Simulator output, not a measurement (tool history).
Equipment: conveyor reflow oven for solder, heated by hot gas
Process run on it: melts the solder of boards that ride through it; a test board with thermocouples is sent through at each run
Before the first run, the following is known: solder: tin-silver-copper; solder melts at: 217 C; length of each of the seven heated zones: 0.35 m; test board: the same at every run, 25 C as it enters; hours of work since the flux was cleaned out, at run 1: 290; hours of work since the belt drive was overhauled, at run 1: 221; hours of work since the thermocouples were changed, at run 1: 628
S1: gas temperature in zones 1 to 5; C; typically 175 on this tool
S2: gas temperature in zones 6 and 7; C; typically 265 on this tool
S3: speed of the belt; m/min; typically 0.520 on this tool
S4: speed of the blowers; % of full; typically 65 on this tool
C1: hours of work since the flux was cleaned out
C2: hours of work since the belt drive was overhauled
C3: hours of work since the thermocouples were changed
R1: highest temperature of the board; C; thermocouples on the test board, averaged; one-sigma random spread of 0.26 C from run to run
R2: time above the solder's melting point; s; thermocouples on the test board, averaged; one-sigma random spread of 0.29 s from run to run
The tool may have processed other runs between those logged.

{"run": 1, "hour": 0.0, "S1": 175, "S2": 265, "S3": 0.52, "S4": 65, "C1": 290, "C2": 221, "C3": 628, "R1": 253.6, "R2": 62.4}
{"run": 2, "hour": 50.5, "S1": 175, "S2": 265, "S3": 0.52, "S4": 65, "C1": 317, "C2": 248, "C3": 655, "R1": 253.4, "R2": 63.1}
{"run": 3, "hour": 152.8, "S1": 175, "S2": 265, "S3": 0.52, "S4": 65, "C1": 372, "C2": 304, "C3": 711, "R1": 253.5, "R2": 62.4}
{"hour": 164.1, "done": "flux residue cleaned out of gas plates and filters"}
{"run": 4, "hour": 242.6, "S1": 175, "S2": 265, "S3": 0.52, "S4": 65, "C1": 42, "C2": 349, "C3": 756, "R1": 255.3, "R2": 64.7}
{"run": 5, "hour": 339.0, "S1": 175, "S2": 265, "S3": 0.52, "S4": 82, "C1": 94, "C2": 401, "C3": 808, "R1": 256.7, "R2": 66.5}
{"run": 6, "hour": 394.0, "S1": 175, "S2": 265, "S3": 0.52, "S4": 82, "C1": 124, "C2": 431, "C3": 838, "R1": 257.3, "R2": 66.1}
{"run": 7, "hour": 443.8, "S1": 175, "S2": 265, "S3": 0.42, "S4": 65, "C1": 151, "C2": 458, "C3": 865, "R1": 259.5, "R2": 84.7}
{"run": 8, "hour": 507.9, "S1": 175, "S2": 265, "S3": 0.52, "S4": 65, "C1": 185, "C2": 492, "C3": 899, "R1": 254.6, "R2": 64.2}
{"run": 9, "hour": 594.3, "S1": 175, "S2": 265, "S3": 0.52, "S4": 65, "C1": 232, "C2": 539, "C3": 946, "R1": 254.4, "R2": 63.9}
{"run": 10, "hour": 642.9, "S1": 175, "S2": 265, "S3": 0.52, "S4": 65, "C1": 258, "C2": 565, "C3": 972, "R1": 254.2, "R2": 64.2}
{"hour": 656.4, "done": "belt drive overhauled, speed set with a stopwatch"}
{"run": 11, "hour": 693.7, "S1": 175, "S2": 265, "S3": 0.52, "S4": 65, "C1": 283, "C2": 20, "C3": 997, "R1": 254.3, "R2": 64.3}
{"run": 12, "hour": 749.9, "S1": 175, "S2": 254, "S3": 0.52, "S4": 65, "C1": 313, "C2": 50, "C3": 1027, "R1": 243.9, "R2": 56.2}
{"hour": 766.1, "done": "thermocouples of zones 6 and 7 changed"}
{"run": 13, "hour": 848.2, "S1": 175, "S2": 265, "S3": 0.52, "S4": 65, "C1": 365, "C2": 102, "C3": 44, "R1": 252.9, "R2": 63.2}
{"hour": 871.5, "done": "flux residue cleaned out of gas plates and filters"}
{"run": 14, "hour": 908.2, "S1": 175, "S2": 267, "S3": 0.52, "S4": 65, "C1": 20, "C2": 132, "C3": 74, "R1": 256.1, "R2": 66.2}
{"hour": 943.6, "done": "belt drive overhauled, speed set with a stopwatch, once more"}
{"run": 15, "hour": 969.8, "S1": 175, "S2": 265, "S3": 0.52, "S4": 65, "C1": 51, "C2": 14, "C3": 105, "R1": 253.7, "R2": 63.9}
{"run": 16, "hour": 1035.1, "S1": 189, "S2": 265, "S3": 0.49, "S4": 65, "C1": 86, "C2": 49, "C3": 140, "R1": 256.9, "R2": 75.8}
{"run": 17, "hour": 1108.5, "S1": 189, "S2": 265, "S3": 0.49, "S4": 65, "C1": 125, "C2": 89, "C3": 180, "R1": 256.8, "R2": 75.8}
{"run": 18, "hour": 1171.5, "S1": 179, "S2": 258, "S3": 0.591, "S4": 84, "C1": 159, "C2": 123, "C3": 214, "R1": 246.9, "R2": 52.3}
{"run": 19, "hour": 1272.3, "S1": 179, "S2": 258, "S3": 0.591, "S4": 84, "C1": 214, "C2": 177, "C3": 268, "R1": 246.7, "R2": 52.7}
{"run": 20, "hour": 1362.3, "S1": 179, "S2": 258, "S3": 0.591, "S4": 84, "C1": 262, "C2": 226, "C3": 316, "R1": 246.7, "R2": 52.2}
{"run": 21, "hour": 1445.9, "S1": 179, "S2": 265, "S3": 0.591, "S4": 84, "C1": 307, "C2": 271, "C3": 361, "R1": 253.1, "R2": 55.9}
{"run": 22, "hour": 1501.8, "S1": 166, "S2": 265, "S3": 0.598, "S4": 65, "C1": 337, "C2": 301, "C3": 391, "R1": 247.1, "R2": 45.4}
{"hour": 1583.5, "done": "flux residue cleaned out of gas plates and filters"}
{"run": 23, "hour": 1603.5, "S1": 179, "S2": 265, "S3": 0.598, "S4": 65, "C1": 11, "C2": 353, "C3": 444, "R1": 251.9, "R2": 54.6}
{"run": 24, "hour": 1654.0, "S1": 179, "S2": 273, "S3": 0.487, "S4": 65, "C1": 38, "C2": 380, "C3": 471, "R1": 264.4, "R2": 76.8}
{"run": 25, "hour": 1698.6, "S1": 175, "S2": 265, "S3": 0.561, "S4": 65, "C1": 62, "C2": 404, "C3": 495, "R1": 252.3, "R2": 58.3}
{"run": 26, "hour": 1785.3, "S1": 175, "S2": 265, "S3": 0.561, "S4": 65, "C1": 109, "C2": 451, "C3": 541, "R1": 252.2, "R2": 57.8}
{"run": 27, "hour": 1858.3, "S1": 175, "S2": 265, "S3": 0.561, "S4": 65, "C1": 148, "C2": 490, "C3": 581, "R1": 252.2, "R2": 57.0}
{"run": 28, "hour": 1929.4, "S1": 175, "S2": 265, "S3": 0.561, "S4": 65, "C1": 186, "C2": 528, "C3": 619, "R1": 252.0, "R2": 57.5}
{"run": 29, "hour": 1981.0, "S1": 189, "S2": 275, "S3": 0.55, "S4": 65, "C1": 214, "C2": 556, "C3": 647, "R1": 263.5, "R2": 71.2}
{"run": 30, "hour": 2066.9, "S1": 189, "S2": 275, "S3": 0.55, "S4": 65, "C1": 260, "C2": 602, "C3": 693, "R1": 263.4, "R2": 70.9}

Branching from run 30: 4 alternative next runs. What would each branch give?
{"run": "A", "hour": 2167.0, "S1": 189, "S2": 275, "S3": 0.57, "S4": 54, "C1": 314, "C2": 656, "C3": 747, "R1": "?", "R2": "?"}
{"run": "B", "hour": 2167.0, "S1": 189, "S2": 275, "S3": 0.468, "S4": 79, "C1": 314, "C2": 656, "C3": 747, "R1": "?", "R2": "?"}
{"run": "C", "hour": 2167.0, "S1": 175, "S2": 275, "S3": 0.52, "S4": 65, "C1": 314, "C2": 656, "C3": 747, "R1": "?", "R2": "?"}
{"run": "D", "hour": 2167.0, "S1": 189, "S2": 275, "S3": 0.464, "S4": 65, "C1": 314, "C2": 656, "C3": 747, "R1": "?", "R2": "?"}

run=A R1=260.3 R2=66.4
run=B R1=269.4 R2=86.9
run=C R1=263.1 R2=68.9
run=D R1=267.3 R2=86.8
Take away the tool's hidden state, keep each run's random variation, and the runs would have read:
run=A R1=260.6 R2=66.0
run=B R1=269.4 R2=85.9
run=C R1=263.5 R2=68.6
run=D R1=267.2 R2=85.8
